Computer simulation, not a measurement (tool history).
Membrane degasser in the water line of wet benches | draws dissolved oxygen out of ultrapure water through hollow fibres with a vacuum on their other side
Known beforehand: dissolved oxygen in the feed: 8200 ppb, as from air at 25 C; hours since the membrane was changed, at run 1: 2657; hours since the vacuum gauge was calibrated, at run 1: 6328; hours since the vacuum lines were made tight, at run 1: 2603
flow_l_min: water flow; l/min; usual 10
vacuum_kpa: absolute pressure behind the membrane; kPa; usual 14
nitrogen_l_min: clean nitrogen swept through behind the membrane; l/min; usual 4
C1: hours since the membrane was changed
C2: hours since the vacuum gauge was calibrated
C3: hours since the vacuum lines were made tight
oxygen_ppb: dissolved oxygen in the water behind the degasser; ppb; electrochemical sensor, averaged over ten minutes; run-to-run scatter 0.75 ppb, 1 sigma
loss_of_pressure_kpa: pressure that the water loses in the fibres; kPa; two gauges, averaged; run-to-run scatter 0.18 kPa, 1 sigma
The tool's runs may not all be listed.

Run 1, day 0: usual settings; C1 2657; C2 6328; C3 2603. Result: oxygen_ppb 70.1 ppb, loss_of_pressure_kpa 35.63 kPa.
Run 2, day 3.683: usual settings but flow_l_min 6 l/min; C1 2746; C2 6417; C3 2692. Result: oxygen_ppb 41 ppb, loss_of_pressure_kpa 21.44 kPa.
Run 3, day 8.454: usual settings; C1 2860; C2 6531; C3 2806. Result: oxygen_ppb 68.4 ppb, loss_of_pressure_kpa 35.45 kPa.
Run 4, day 13.429: usual settings but flow_l_min 8 l/min; C1 2980; C2 6651; C3 2926. Result: oxygen_ppb 53.8 ppb, loss_of_pressure_kpa 28.17 kPa.
Run 5, day 18.238: usual settings but nitrogen_l_min 11.95 l/min; C1 3095; C2 6766; C3 3041. Result: oxygen_ppb 24.8 ppb, loss_of_pressure_kpa 35.17 kPa.
Run 6, day 24.146: usual settings but nitrogen_l_min 11.95 l/min; C1 3237; C2 6908; C3 3183. Result: oxygen_ppb 25.7 ppb, loss_of_pressure_kpa 35.38 kPa.
Run 7, day 29.75: usual settings but vacuum_kpa 17 kPa; C1 3371; C2 7042; C3 3317. Result: oxygen_ppb 88.3 ppb, loss_of_pressure_kpa 35.44 kPa.
Run 8, day 35.871: usual settings but vacuum_kpa 17 kPa; C1 3518; C2 7189; C3 3464. Result: oxygen_ppb 87 ppb, loss_of_pressure_kpa 34.94 kPa.
Run 9, day 41.092: usual settings but vacuum_kpa 17 kPa; C1 3643; C2 7315; C3 3590. Result: oxygen_ppb 87 ppb, loss_of_pressure_kpa 34.79 kPa.
Run 10, day 44.979: usual settings but vacuum_kpa 17 kPa; C1 3737; C2 7408; C3 3683. Result: oxygen_ppb 87.9 ppb, loss_of_pressure_kpa 34.72 kPa.
Run 11, day 50.562: usual settings but flow_l_min 15 l/min, vacuum_kpa 17 kPa; C1 3871; C2 7542; C3 3817. Result: oxygen_ppb 146.5 ppb, loss_of_pressure_kpa 52.25 kPa.
Run 12, day 54.342: usual settings but flow_l_min 15 l/min, vacuum_kpa 17 kPa; C1 3961; C2 7633; C3 3908. Result: oxygen_ppb 145.9 ppb, loss_of_pressure_kpa 52.43 kPa.
Run 13, day 60.158: usual settings but flow_l_min 15 l/min; C1 4101; C2 7772; C3 4047. Result: oxygen_ppb 121.2 ppb, loss_of_pressure_kpa 52.04 kPa.
At day 61.888: seals of the vacuum lines changed.
Run 14, day 63.475: usual settings but flow_l_min 8 l/min; C1 4179; C2 7850; C3 38. Result: oxygen_ppb 54.3 ppb, loss_of_pressure_kpa 27.8 kPa.
At day 66.988: gauge calibrated.
Run 15, day 68.779: usual settings but flow_l_min 8 l/min; C1 4306; C2 7977; C3 165. Result: oxygen_ppb 53.9 ppb, loss_of_pressure_kpa 28.58 kPa.
Run 16, day 73.358: usual settings but flow_l_min 8 l/min; C1 4416; C2 8087; C3 275. Result: oxygen_ppb 52.9 ppb, loss_of_pressure_kpa 28.59 kPa.
Run 17, day 79.45: usual settings but flow_l_min 8 l/min; C1 4562; C2 8233; C3 422. Result: oxygen_ppb 53.9 ppb, loss_of_pressure_kpa 28.51 kPa.
Run 18, day 82.1: usual settings but flow_l_min 8 l/min; C1 4626; C2 8297; C3 485. Result: oxygen_ppb 54 ppb, loss_of_pressure_kpa 28.46 kPa.
Run 19, day 87.575: usual settings but flow_l_min 8 l/min, vacuum_kpa 9.6 kPa, nitrogen_l_min 6.32 l/min; C1 4757; C2 8428; C3 617. Result: oxygen_ppb 21.1 ppb, loss_of_pressure_kpa 28.67 kPa.
At day 89.562: vacuum gauge calibrated.
Run 20, day 91.604: usual settings but flow_l_min 8 l/min, vacuum_kpa 9.6 kPa, nitrogen_l_min 6.32 l/min; C1 4853; C2 49; C3 713. Result: oxygen_ppb 21 ppb, loss_of_pressure_kpa 28.33 kPa.
Run 21, day 96.696: usual settings but flow_l_min 14 l/min, vacuum_kpa 9.6 kPa; C1 4975; C2 171; C3 835. Result: oxygen_ppb 69.8 ppb, loss_of_pressure_kpa 49.48 kPa.
Run 22, day 102.308: usual settings but flow_l_min 14 l/min, vacuum_kpa 9.6 kPa; C1 5110; C2 306; C3 970. Result: oxygen_ppb 71.8 ppb, loss_of_pressure_kpa 49.47 kPa.
Run 23, day 106.471: usual settings but flow_l_min 14 l/min, vacuum_kpa 9.6 kPa; C1 5210; C2 406; C3 1070. Result: oxygen_ppb 70.5 ppb, loss_of_pressure_kpa 49.02 kPa.
Run 24, day 112.021: usual settings but flow_l_min 14 l/min, vacuum_kpa 9.6 kPa; C1 5343; C2 539; C3 1203. Result: oxygen_ppb 70.8 ppb, loss_of_pressure_kpa 48.98 kPa.
Run 25, day 115.55: usual settings but flow_l_min 9 l/min, vacuum_kpa 16.6 kPa, nitrogen_l_min 6.9 l/min; C1 5428; C2 624; C3 1287. Result: oxygen_ppb 43.9 ppb, loss_of_pressure_kpa 30.99 kPa.
Run 26, day 121.346: usual settings but flow_l_min 13 l/min; C1 5567; C2 763; C3 1427. Result: oxygen_ppb 96.1 ppb, loss_of_pressure_kpa 45.46 kPa.
Run 27, day 125.25: usual settings but flow_l_min 8 l/min, vacuum_kpa 10.2 kPa, nitrogen_l_min 1.95 l/min; C1 5661; C2 857; C3 1520. Result: oxygen_ppb 71.6 ppb, loss_of_pressure_kpa 27.97 kPa.
Run 28, day 127.812: usual settings but flow_l_min 13 l/min, vacuum_kpa 17.1 kPa, nitrogen_l_min 2.07 l/min; C1 5722; C2 918; C3 1582. Result: oxygen_ppb 216.3 ppb, loss_of_pressure_kpa 45.05 kPa.
Run 29, day 131.5: usual settings but flow_l_min 7 l/min, vacuum_kpa 32.7 kPa, nitrogen_l_min 2.07 l/min; C1 5811; C2 1007; C3 1670. Result: oxygen_ppb 237 ppb, loss_of_pressure_kpa 24.14 kPa.
Run 30, day 135.538: usual settings but flow_l_min 15 l/min, vacuum_kpa 22.1 kPa; C1 5908; C2 1103; C3 1767. Result: oxygen_ppb 192.6 ppb, loss_of_pressure_kpa 51.86 kPa.
Run 31, day 140.3: usual settings but flow_l_min 15 l/min, vacuum_kpa 22.1 kPa; C1 6022; C2 1218; C3 1881. Result: oxygen_ppb 191.5 ppb, loss_of_pressure_kpa 51.61 kPa.
Run 32, day 144.646: usual settings but flow_l_min 15 l/min, vacuum_kpa 10.2 kPa, nitrogen_l_min 6.49 l/min; C1 6126; C2 1322; C3 1986. Result: oxygen_ppb 60.7 ppb, loss_of_pressure_kpa 51.6 kPa.

Each run again, without the hidden state but with its own random variation kept:
What the log doesn't record here: membrane still open, %; true pressure behind the membrane over the reading, kPa; air that leaks in behind the membrane, l/min; drift of the gauge itself on oxygen_ppb, %; drift of the gauge itself on loss_of_pressure_kpa, %.
run  loss_of_pressure_kpa
  1                 35.62
  2                 21.47
  3                 35.58
  4                 28.33
  5                 35.45
  6                 35.75
  7                  35.9
  8                  35.5
  9                 35.44
 10                 35.42
 11                 53.44
 12                 53.71
 13                 53.47
 14                  28.6
 15                 28.59
 16                 28.66
 17                 28.65
 18                 28.64
 19                 28.92
 20                 28.63
 21                 50.12
 22                 50.24
 23                 49.88
 24                 49.96
 25                 31.66
 26                 46.58
 27                  28.7
 28                 46.29
 29                 24.85
 30                 53.47
 31                 53.34
 32                 53.44
oxygen_ppb: at most 0.2 ppb away from the measurement, every run.
